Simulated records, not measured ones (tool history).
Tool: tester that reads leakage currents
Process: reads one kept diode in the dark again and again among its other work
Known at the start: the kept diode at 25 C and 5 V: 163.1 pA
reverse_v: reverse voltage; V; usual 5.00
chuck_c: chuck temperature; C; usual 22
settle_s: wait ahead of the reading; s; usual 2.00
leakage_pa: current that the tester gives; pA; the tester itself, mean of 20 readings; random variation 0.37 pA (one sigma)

run,day,reverse_v,chuck_c,settle_s,leakage_pa
1,0.000,5.00,22,2.00,125.44
2,3.375,5.00,22,4.71,124.00
3,5.129,5.00,22,4.92,123.43
4,8.442,5.00,22,2.00,122.99
5,11.625,5.00,22,0.62,122.42
6,14.233,8.05,22,2.00,153.86
7,16.162,7.67,22,2.00,149.02
8,17.792,7.67,32,2.00,358.90
9,20.800,4.82,22,2.00,117.33
10,22.625,5.00,24,2.00,142.39
11,25.800,5.00,33,2.00,314.12
12,29.262,12.09,27,4.41,283.74
13,31.808,6.74,26,2.15,192.53
14,35.067,5.08,31,3.94,256.85
15,36.892,4.18,37,2.00,396.44
16,39.592,6.09,22,2.00,126.71
17,41.504,6.09,22,8.69,126.28
18,43.788,12.24,22,1.29,182.28
19,47.088,1.13,22,1.18,54.22
20,49.792,3.55,28,0.73,161.29

The next listed run, before its measurement:
21,52.029,1.85,31,2.86,?

leakage_pa: 153.09 pA
Without the tool's hidden state the same run would have given leakage_pa 184.01 pA.
